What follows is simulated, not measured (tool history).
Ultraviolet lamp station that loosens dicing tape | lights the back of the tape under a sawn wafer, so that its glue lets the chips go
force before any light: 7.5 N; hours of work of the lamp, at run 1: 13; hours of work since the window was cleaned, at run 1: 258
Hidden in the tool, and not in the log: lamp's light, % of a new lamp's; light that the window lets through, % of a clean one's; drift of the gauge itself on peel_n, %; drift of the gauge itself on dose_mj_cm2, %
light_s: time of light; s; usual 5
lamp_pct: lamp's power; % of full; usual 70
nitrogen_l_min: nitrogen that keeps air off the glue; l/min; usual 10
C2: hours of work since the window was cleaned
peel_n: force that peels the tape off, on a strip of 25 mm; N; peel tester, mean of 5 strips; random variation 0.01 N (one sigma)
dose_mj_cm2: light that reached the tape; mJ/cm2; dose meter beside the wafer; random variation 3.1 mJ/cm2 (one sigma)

run 1 hour=0 | light_s=5 lamp_pct=70 nitrogen_l_min=10 | hours_of_work_of_the_lamp=13 C2=258 | peel_n=0.439 dose_mj_cm2=480
run 2 hour=6.8 | light_s=5 lamp_pct=70 nitrogen_l_min=10 | hours_of_work_of_the_lamp=16 C2=261 | peel_n=0.438 dose_mj_cm2=481
run 3 hour=18 | light_s=5 lamp_pct=70 nitrogen_l_min=10 | hours_of_work_of_the_lamp=21 C2=266 | peel_n=0.437 dose_mj_cm2=477
run 4 hour=29.6 | light_s=2 lamp_pct=70 nitrogen_l_min=10 | hours_of_work_of_the_lamp=26 C2=271 | peel_n=2.117 dose_mj_cm2=188
run 5 hour=41.9 | light_s=5 lamp_pct=90 nitrogen_l_min=10 | hours_of_work_of_the_lamp=31 C2=276 | peel_n=0.285 dose_mj_cm2=610
run 6 hour=53.1 | light_s=5 lamp_pct=90 nitrogen_l_min=10 | hours_of_work_of_the_lamp=36 C2=281 | peel_n=0.296 dose_mj_cm2=622
run 7 hour=60.9 | light_s=5 lamp_pct=90 nitrogen_l_min=10 | hours_of_work_of_the_lamp=39 C2=284 | peel_n=0.286 dose_mj_cm2=616
run 8 hour=73.5 | light_s=2 lamp_pct=70 nitrogen_l_min=10 | hours_of_work_of_the_lamp=44 C2=289 | peel_n=2.095 dose_mj_cm2=194
run 9 hour=83.8 | light_s=2 lamp_pct=70 nitrogen_l_min=10 | hours_of_work_of_the_lamp=49 C2=294 | peel_n=2.062 dose_mj_cm2=196
run 10 hour=96.2 | light_s=2 lamp_pct=70 nitrogen_l_min=10 | hours_of_work_of_the_lamp=54 C2=299 | peel_n=2.033 dose_mj_cm2=193
run 11 hour=102.6 | light_s=2 lamp_pct=70 nitrogen_l_min=13 | hours_of_work_of_the_lamp=57 C2=302 | peel_n=1.884 dose_mj_cm2=192
run 12 hour=111.7 | light_s=2 lamp_pct=70 nitrogen_l_min=13 | hours_of_work_of_the_lamp=61 C2=306 | peel_n=1.828 dose_mj_cm2=192
run 13 hour=121.9 | light_s=2 lamp_pct=70 nitrogen_l_min=13 | hours_of_work_of_the_lamp=65 C2=310 | peel_n=1.937 dose_mj_cm2=193
run 14 hour=128.5 | light_s=5 lamp_pct=70 nitrogen_l_min=4 | hours_of_work_of_the_lamp=68 C2=313 | peel_n=0.827 dose_mj_cm2=480
run 15 hour=138.7 | light_s=5 lamp_pct=70 nitrogen_l_min=8 | hours_of_work_of_the_lamp=72 C2=317 | peel_n=0.509 dose_mj_cm2=476
run 16 hour=147.5 | light_s=5 lamp_pct=70 nitrogen_l_min=8 | hours_of_work_of_the_lamp=76 C2=321 | peel_n=0.507 dose_mj_cm2=481
run 17 hour=155.5 | light_s=5 lamp_pct=70 nitrogen_l_min=10 | hours_of_work_of_the_lamp=79 C2=324 | peel_n=0.433 dose_mj_cm2=477
run 18 hour=161 | light_s=5 lamp_pct=70 nitrogen_l_min=10 | hours_of_work_of_the_lamp=82 C2=327 | peel_n=0.439 dose_mj_cm2=478
run 19 hour=171.7 | light_s=5 lamp_pct=70 nitrogen_l_min=10 | hours_of_work_of_the_lamp=86 C2=331 | peel_n=0.458 dose_mj_cm2=479
run 20 hour=178.7 | light_s=3 lamp_pct=78 nitrogen_l_min=6 | hours_of_work_of_the_lamp=89 C2=334 | peel_n=1.305 dose_mj_cm2=323
run 21 hour=191.2 | light_s=3 lamp_pct=77 nitrogen_l_min=6 | hours_of_work_of_the_lamp=94 C2=340 | peel_n=1.317 dose_mj_cm2=319
run 22 hour=199.5 | light_s=8 lamp_pct=77 nitrogen_l_min=7 | hours_of_work_of_the_lamp=98 C2=343 | peel_n=0.24 dose_mj_cm2=842
run 23 hour=210.9 | light_s=8 lamp_pct=77 nitrogen_l_min=7 | hours_of_work_of_the_lamp=103 C2=348 | peel_n=0.248 dose_mj_cm2=839
run 24 hour=221.7 | light_s=5 lamp_pct=70 nitrogen_l_min=6 | hours_of_work_of_the_lamp=107 C2=353 | peel_n=0.613 dose_mj_cm2=482
run 25 hour=228.4 | light_s=3 lamp_pct=66 nitrogen_l_min=7 | hours_of_work_of_the_lamp=110 C2=355 | peel_n=1.552 dose_mj_cm2=270
run 26 hour=237.9 | light_s=3 lamp_pct=75 nitrogen_l_min=7 | hours_of_work_of_the_lamp=114 C2=359 | peel_n=1.284 dose_mj_cm2=304
run 27 hour=249.9 | light_s=3 lamp_pct=75 nitrogen_l_min=7 | hours_of_work_of_the_lamp=120 C2=365 | peel_n=1.278 dose_mj_cm2=308
run 28 hour=262.8 | light_s=3 lamp_pct=75 nitrogen_l_min=6 | hours_of_work_of_the_lamp=125 C2=370 | peel_n=1.339 dose_mj_cm2=309
run 29 hour=275 | light_s=4 lamp_pct=70 nitrogen_l_min=10 | hours_of_work_of_the_lamp=130 C2=375 | peel_n=0.684 dose_mj_cm2=387

Run 30 comes next. What will it give?
run 30 hour=287.9 | light_s=4 lamp_pct=70 nitrogen_l_min=10 | hours_of_work_of_the_lamp=136 C2=381 | peel_n=? dose_mj_cm2=?

peel_n: 0.704 N
dose_mj_cm2: 377 mJ/cm2
Without the tool's hidden state the same run would have given peel_n 0.702 N, dose_mj_cm2 378 mJ/cm2.

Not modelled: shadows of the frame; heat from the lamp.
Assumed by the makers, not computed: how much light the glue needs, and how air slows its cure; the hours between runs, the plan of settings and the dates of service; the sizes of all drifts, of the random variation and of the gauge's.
